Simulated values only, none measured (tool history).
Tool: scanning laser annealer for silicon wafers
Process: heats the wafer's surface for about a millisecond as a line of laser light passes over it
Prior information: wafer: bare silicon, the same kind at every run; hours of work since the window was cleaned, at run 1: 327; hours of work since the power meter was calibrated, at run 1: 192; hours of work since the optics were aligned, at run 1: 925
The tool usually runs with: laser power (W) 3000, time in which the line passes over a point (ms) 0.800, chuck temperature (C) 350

run   hour  laser power (W)  time in which the line passes over a point (ms)  chuck temperature (C)  hours of work since the window was cleaned  hours of work since the power meter was calibrated  hours of work since the optics were aligned  highest temperature of the surface (C)
  1    0.0             3000                                            0.800                    350                                         327                                                 192                                          925                                    1080
      22.7  -- optics aligned, line set to its width
  2   23.2             3000                                            0.800                    350                                         341                                                 206                                            0                                    1098
  3   35.3             3000                                            0.800                    350                                         350                                                 215                                           10                                    1097
  4   48.4             3000                                            0.800                    350                                         360                                                 225                                           20                                    1099
  5   64.2             3000                                            0.800                    359                                         372                                                 237                                           31                                    1108
  6   79.0             3000                                            0.800                    359                                         383                                                 248                                           43                                    1103
  7   92.0             3000                                            0.800                    359                                         393                                                 258                                           52                                    1098
  8  100.5             2973                                            0.800                    350                                         399                                                 264                                           59                                    1087
  9  115.7             2973                                            0.800                    350                                         411                                                 276                                           70                                    1084
 10  129.3             2973                                            0.800                    322                                         421                                                 286                                           81                                    1056
 11  145.2             2973                                            0.800                    322                                         433                                                 298                                           93                                    1053
 12  157.3             2973                                            0.800                    322                                         442                                                 307                                          102                                    1054
 13  167.5             3000                                            0.800                    350                                         450                                                 315                                          110                                    1088
 14  182.3             3000                                            0.800                    350                                         461                                                 326                                          121                                    1089
 15  197.6             3000                                            0.800                    350                                         473                                                 338                                          132                                    1087
 16  210.3             3000                                            0.800                    372                                         482                                                 348                                          142                                    1112
 17  226.9             3000                                            0.800                    314                                         495                                                 360                                          155                                    1049
 18  239.8             3000                                            0.706                    314                                         505                                                 370                                          164                                    1001
 19  258.8             3000                                            0.800                    350                                         519                                                 384                                          179                                    1082
 20  274.0             3000                                            0.800                    350                                         531                                                 396                                          190                                    1082
     277.0  -- window over the wafer cleaned
 21  284.9             3000                                            0.800                    350                                           6                                                 402                                          197                                    1079
 22  302.3             3000                                            0.800                    350                                          19                                                 416                                          210                                    1077
 23  313.2             3054                                            0.598                    377                                          27                                                 424                                          218                                    1013
 24  326.5             2842                                            0.602                    379                                          37                                                 434                                          228                                     960
 25  334.7             2817                                            0.650                    350                                          44                                                 440                                          235                                     948
 26  347.9             3000                                            0.800                    389                                          54                                                 450                                          245                                    1110
     362.5  -- window over the wafer cleaned, once more
 27  364.6             2561                                            0.647                    346                                           2                                                 461                                          256                                     899
 28  380.2             2561                                            0.647                    346                                          13                                                 473                                          267                                     899
 29  396.8             2573                                            0.784                    364                                          26                                                 486                                          280                                     979
 30  415.3             3238                                            0.677                    368                                          40                                                 500                                          294                                    1129
 31  424.7             3250                                            0.746                    362                                          47                                                 507                                          301                                    1165
 32  433.1             3250                                            0.746                    386                                          53                                                 513                                          308                                    1189
 33  451.1             2646                                            0.578                    334                                          67                                                 527                                          321                                     877
 34  469.7             2925                                            0.800                    350                                          81                                                 541                                          335                                    1080
 35  485.6             2925                                            0.800                    350                                          93                                                 553                                          347                                    1080
 36  494.1             3073                                            0.800                    366                                         100                                                 559                                          354                                    1143
 37  507.3             3116                                            0.785                    376                                         110                                                 569                                          364                                    1155
 38  516.2             3116                                            0.785                    383                                         116                                                 576                                          370                                    1162
 39  533.4             3116                                            0.785                    383                                         129                                                 589                                          383                                    1159
 40  549.9             2623                                            0.785                    366                                         142                                                 602                                          396                                     992
 41  561.2             2784                                            0.816                    350                                         150                                                 610                                          404                                    1038

Below are 3 alternative next runs, each starting from the tool's condition after run 41. Predict each:
  A  573.2             3270                                            0.579                    310                                         159                                                 619                                          414                                       ?
  B  573.2             3265                                            0.816                    350                                         159                                                 619                                          414                                       ?
  C  573.2             3290                                            0.816                    350                                         159                                                 619                                          414                                       ?

run  highest temperature of the surface (C)
  A                                    1006
  B                                    1191
  C                                    1197
With no hidden state in the tool, these same runs would have given:
run  highest temperature of the surface (C)
  A                                    1027
  B                                    1215
  C                                    1222
